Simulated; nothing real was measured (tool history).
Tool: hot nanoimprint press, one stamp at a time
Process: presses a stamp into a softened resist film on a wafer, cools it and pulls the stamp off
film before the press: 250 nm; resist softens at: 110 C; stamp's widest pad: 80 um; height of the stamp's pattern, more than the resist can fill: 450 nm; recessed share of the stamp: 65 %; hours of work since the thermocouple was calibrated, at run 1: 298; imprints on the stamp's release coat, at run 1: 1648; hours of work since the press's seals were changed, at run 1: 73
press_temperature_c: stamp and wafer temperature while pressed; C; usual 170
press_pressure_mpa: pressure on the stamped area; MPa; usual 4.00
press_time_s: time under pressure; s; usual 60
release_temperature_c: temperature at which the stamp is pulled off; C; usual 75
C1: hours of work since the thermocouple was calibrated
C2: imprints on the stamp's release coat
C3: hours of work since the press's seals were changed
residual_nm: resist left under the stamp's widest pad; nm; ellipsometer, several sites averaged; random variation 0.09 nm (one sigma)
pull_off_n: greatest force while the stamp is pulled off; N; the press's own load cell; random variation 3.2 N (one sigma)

{"run": 1, "hour": 0.0, "press_temperature_c": 170, "press_pressure_mpa": 4.0, "press_time_s": 60, "release_temperature_c": 75, "C1": 298, "C2": 1648, "C3": 73, "residual_nm": 110.58, "pull_off_n": 241}
{"run": 2, "hour": 9.2, "press_temperature_c": 170, "press_pressure_mpa": 3.2, "press_time_s": 60, "release_temperature_c": 75, "C1": 305, "C2": 1679, "C3": 80, "residual_nm": 125.21, "pull_off_n": 246}
{"run": 3, "hour": 15.7, "press_temperature_c": 170, "press_pressure_mpa": 3.2, "press_time_s": 60, "release_temperature_c": 75, "C1": 310, "C2": 1700, "C3": 85, "residual_nm": 125.22, "pull_off_n": 242}
{"run": 4, "hour": 20.2, "press_temperature_c": 170, "press_pressure_mpa": 3.05, "press_time_s": 60, "release_temperature_c": 75, "C1": 314, "C2": 1715, "C3": 89, "residual_nm": 128.53, "pull_off_n": 255}
{"run": 5, "hour": 28.8, "press_temperature_c": 170, "press_pressure_mpa": 3.05, "press_time_s": 62, "release_temperature_c": 75, "C1": 321, "C2": 1744, "C3": 95, "residual_nm": 127.02, "pull_off_n": 248}
{"run": 6, "hour": 33.9, "press_temperature_c": 170, "press_pressure_mpa": 3.05, "press_time_s": 62, "release_temperature_c": 75, "C1": 325, "C2": 1760, "C3": 99, "residual_nm": 126.99, "pull_off_n": 256}
{"hour": 46.7, "done": "plate thermocouple calibrated"}
{"run": 7, "hour": 46.9, "press_temperature_c": 170, "press_pressure_mpa": 3.05, "press_time_s": 62, "release_temperature_c": 73, "C1": 0, "C2": 1794, "C3": 107, "residual_nm": 130.49, "pull_off_n": 261}
{"run": 8, "hour": 57.6, "press_temperature_c": 170, "press_pressure_mpa": 4.0, "press_time_s": 60, "release_temperature_c": 75, "C1": 8, "C2": 1829, "C3": 115, "residual_nm": 113.55, "pull_off_n": 256}
{"run": 9, "hour": 62.3, "press_temperature_c": 170, "press_pressure_mpa": 4.0, "press_time_s": 60, "release_temperature_c": 75, "C1": 12, "C2": 1845, "C3": 119, "residual_nm": 113.53, "pull_off_n": 270}
{"run": 10, "hour": 72.4, "press_temperature_c": 170, "press_pressure_mpa": 4.0, "press_time_s": 60, "release_temperature_c": 74, "C1": 20, "C2": 1878, "C3": 127, "residual_nm": 113.48, "pull_off_n": 259}
{"run": 11, "hour": 81.2, "press_temperature_c": 170, "press_pressure_mpa": 5.97, "press_time_s": 56, "release_temperature_c": 75, "C1": 27, "C2": 1907, "C3": 134, "residual_nm": 92.18, "pull_off_n": 264}
{"run": 12, "hour": 89.1, "press_temperature_c": 170, "press_pressure_mpa": 5.97, "press_time_s": 56, "release_temperature_c": 75, "C1": 33, "C2": 1933, "C3": 140, "residual_nm": 92.13, "pull_off_n": 264}
{"run": 13, "hour": 96.0, "press_temperature_c": 170, "press_pressure_mpa": 3.39, "press_time_s": 118, "release_temperature_c": 61, "C1": 38, "C2": 1956, "C3": 145, "residual_nm": 100.2, "pull_off_n": 306}
{"run": 14, "hour": 104.5, "press_temperature_c": 170, "press_pressure_mpa": 3.39, "press_time_s": 59, "release_temperature_c": 65, "C1": 45, "C2": 1985, "C3": 152, "residual_nm": 124.87, "pull_off_n": 297}
{"run": 15, "hour": 114.4, "press_temperature_c": 174, "press_pressure_mpa": 4.0, "press_time_s": 118, "release_temperature_c": 75, "C1": 53, "C2": 2017, "C3": 160, "residual_nm": 80.62, "pull_off_n": 270}
{"run": 16, "hour": 123.5, "press_temperature_c": 177, "press_pressure_mpa": 4.48, "press_time_s": 81, "release_temperature_c": 64, "C1": 60, "C2": 2047, "C3": 167, "residual_nm": 78.8, "pull_off_n": 321}
{"run": 17, "hour": 130.6, "press_temperature_c": 170, "press_pressure_mpa": 4.0, "press_time_s": 75, "release_temperature_c": 67, "C1": 65, "C2": 2071, "C3": 172, "residual_nm": 105.26, "pull_off_n": 295}
{"run": 18, "hour": 138.2, "press_temperature_c": 170, "press_pressure_mpa": 4.0, "press_time_s": 75, "release_temperature_c": 67, "C1": 71, "C2": 2096, "C3": 178, "residual_nm": 105.29, "pull_off_n": 300}
{"run": 19, "hour": 146.0, "press_temperature_c": 170, "press_pressure_mpa": 3.91, "press_time_s": 60, "release_temperature_c": 71, "C1": 77, "C2": 2122, "C3": 184, "residual_nm": 114.8, "pull_off_n": 295}

Forecast each of these 3 alternatives for the next run:
{"run": "A", "hour": 151.0, "press_temperature_c": 170, "press_pressure_mpa": 4.0, "press_time_s": 98, "release_temperature_c": 74, "C1": 81, "C2": 2138, "C3": 188, "residual_nm": "?", "pull_off_n": "?"}
{"run": "B", "hour": 151.0, "press_temperature_c": 170, "press_pressure_mpa": 4.94, "press_time_s": 67, "release_temperature_c": 71, "C1": 81, "C2": 2138, "C3": 188, "residual_nm": "?", "pull_off_n": "?"}
{"run": "C", "hour": 151.0, "press_temperature_c": 178, "press_pressure_mpa": 3.91, "press_time_s": 60, "release_temperature_c": 78, "C1": 81, "C2": 2138, "C3": 188, "residual_nm": "?", "pull_off_n": "?"}

run=A residual_nm=96.19 pull_off_n=272
run=B residual_nm=96.67 pull_off_n=288
run=C residual_nm=92.15 pull_off_n=262
Without the tool's hidden state the same runs would have given:
run=A residual_nm=96.71 pull_off_n=148
run=B residual_nm=97.00 pull_off_n=157
run=C residual_nm=92.50 pull_off_n=142
